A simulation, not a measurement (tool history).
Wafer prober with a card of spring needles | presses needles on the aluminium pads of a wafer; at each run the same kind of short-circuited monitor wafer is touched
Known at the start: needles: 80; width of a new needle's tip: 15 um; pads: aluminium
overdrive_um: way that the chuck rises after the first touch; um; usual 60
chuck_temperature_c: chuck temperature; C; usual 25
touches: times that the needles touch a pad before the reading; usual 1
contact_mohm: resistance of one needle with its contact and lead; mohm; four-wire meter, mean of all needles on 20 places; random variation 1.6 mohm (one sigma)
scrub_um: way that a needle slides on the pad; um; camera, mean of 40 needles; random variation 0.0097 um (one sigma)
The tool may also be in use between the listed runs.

run     day  overdrive_um  chuck_temperature_c  touches  contact_mohm  scrub_um
  1       0            60                   25        1           204     7.203
      0.562  -- tips cleaned on abrasive film
      0.575  -- height of the first contact set anew
      1.275  -- tips cleaned on abrasive film
      1.975  -- tips cleaned on abrasive film
      2.675  -- tips cleaned on abrasive film
  2   3.167            60                   25        1           275     7.242
      3.308  -- tips cleaned on abrasive film
      4.008  -- tips cleaned on abrasive film
      4.708  -- tips cleaned on abrasive film
      5.412  -- tips cleaned on abrasive film
      5.842  -- height of the first contact set anew
      5.983  -- tips cleaned on abrasive film
  3   6.467            51                   25        1           327     6.159
      6.608  -- tips cleaned on abrasive film
      7.171  -- tips cleaned on abrasive film
      7.871  -- tips cleaned on abrasive film
  4   7.996            51                   25        1           219     6.155
      8.558  -- tips cleaned on abrasive film
      9.258  -- tips cleaned on abrasive film
      9.958  -- tips cleaned on abrasive film
     10.658  -- tips cleaned on abrasive film
     11.179  -- height of the first contact set anew
  5  11.179            60                   25        2           230     7.306
     11.325  -- tips cleaned on abrasive film
     12.025  -- tips cleaned on abrasive film
     12.717  -- tips cleaned on abrasive film
     13.417  -- tips cleaned on abrasive film
     14.121  -- tips cleaned on abrasive film
  6  14.233            60                   25        2           184     7.229
     14.792  -- tips cleaned on abrasive film
     15.496  -- tips cleaned on abrasive film
  7  16.021            60                   25        2           241     7.212
     16.167  -- tips cleaned on abrasive film
     16.454  -- height of the first contact set anew
     16.879  -- tips cleaned on abrasive film
     17.579  -- tips cleaned on abrasive film
     18.279  -- tips cleaned on abrasive film
  8  18.288            60                   25        2           167     7.258
     18.846  -- tips cleaned on abrasive film
      19.55  -- tips cleaned on abrasive film
      20.25  -- tips cleaned on abrasive film
  9  20.346            60                   25        1           204     7.198
     20.904  -- tips cleaned on abrasive film
     21.608  -- tips cleaned on abrasive film
     21.758  -- height of the first contact set anew
     22.179  -- tips cleaned on abrasive film
     22.842  -- tips cleaned on abrasive film
 10  22.842            60                   25        1           171     7.256
     23.542  -- tips cleaned on abrasive film
     24.242  -- tips cleaned on abrasive film
     24.942  -- tips cleaned on abrasive film
     25.567  -- tips cleaned on abrasive film
 11  25.567            60                   25        3           163     7.214
     26.271  -- tips cleaned on abrasive film
     26.962  -- tips cleaned on abrasive film
     27.046  -- height of the first contact set anew
 12  27.046            60                   25        1           205     7.283
     27.608  -- tips cleaned on abrasive film
     28.308  -- tips cleaned on abrasive film
     28.967  -- tips cleaned on abrasive film
 13  28.967            60                   34        1           174     7.251
     29.662  -- tips cleaned on abrasive film
     30.362  -- tips cleaned on abrasive film
     31.029  -- tips cleaned on abrasive film
 14  31.029            57                   57        2           175     6.855
     31.729  -- tips cleaned on abrasive film
     32.429  -- tips cleaned on abrasive film
     32.442  -- height of the first contact set anew
     33.146  -- tips cleaned on abrasive film
     33.846  -- tips cleaned on abrasive film
 15  33.904            57                   57        3           183     6.908
     34.467  -- tips cleaned on abrasive film
     35.167  -- tips cleaned on abrasive film
     35.871  -- tips cleaned on abrasive film
 16  36.308            60                   73        1           292     7.232
     36.454  -- tips cleaned on abrasive film
     37.154  -- tips cleaned on abrasive film
     37.721  -- height of the first contact set anew
     37.858  -- tips cleaned on abrasive film
 17    38.1            49                   29        1           307     5.926
     38.521  -- tips cleaned on abrasive film
     39.217  -- tips cleaned on abrasive film
     39.917  -- tips cleaned on abrasive film
 18  40.208            50                   29        1           335     6.024
     40.492  -- tips cleaned on abrasive film
      41.05  -- tips cleaned on abrasive film
     41.754  -- tips cleaned on abrasive film
     42.454  -- tips cleaned on abrasive film
     43.021  -- height of the first contact set anew
     43.167  -- tips cleaned on abrasive film
 19  43.279            50                   29        1           245     6.051
     43.842  -- tips cleaned on abrasive film
     44.542  -- tips cleaned on abrasive film
     45.104  -- tips cleaned on abrasive film
 20  45.138            48                   29        2           187     5.793
       45.7  -- tips cleaned on abrasive film
       46.4  -- tips cleaned on abrasive film
 21  46.833            69                   42        2           223     8.325
     46.975  -- tips cleaned on abrasive film
     47.675  -- tips cleaned on abrasive film
     48.362  -- tips cleaned on abrasive film
     48.375  -- height of the first contact set anew
     48.967  -- tips cleaned on abrasive film
 22  48.967            44                   25        1           190     5.339
     49.667  -- tips cleaned on abrasive film
     50.367  -- tips cleaned on abrasive film
     50.979  -- tips cleaned on abrasive film
 23  50.979            44                   25        1           201     5.303
     51.679  -- tips cleaned on abrasive film
     52.379  -- tips cleaned on abrasive film
 24   52.85            44                   25        1           442     5.265
     52.992  -- tips cleaned on abrasive film
     53.692  -- tips cleaned on abrasive film
     53.704  -- height of the first contact set anew
     54.404  -- tips cleaned on abrasive film
       55.1  -- tips cleaned on abrasive film
 25  55.246            41                   51        2           255     4.954
     55.667  -- tips cleaned on abrasive film
     56.367  -- tips cleaned on abrasive film
     57.067  -- tips cleaned on abrasive film
     57.629  -- tips cleaned on abrasive film
 26    57.9            41                   51        2           313     4.923

Forecast each of these 3 alternatives for the next run:
     58.317  -- tips cleaned on abrasive film
     59.017  -- tips cleaned on abrasive film
     59.029  -- height of the first contact set anew
  A  59.238            42                   51        1             ?         ?
     58.317  -- tips cleaned on abrasive film
     59.017  -- tips cleaned on abrasive film
     59.029  -- height of the first contact set anew
  B  59.238            53                   51        1             ?         ?
     58.317  -- tips cleaned on abrasive film
     59.017  -- tips cleaned on abrasive film
     59.029  -- height of the first contact set anew
  C  59.238            60                  118        2             ?         ?

run  contact_mohm  scrub_um
  A           347     5.096
  B           273      6.44
  C           224     7.283
Without the tool's hidden state the same runs would have given:
run  contact_mohm  scrub_um
  A           172     5.096
  B           161      6.44
  C           173     7.283
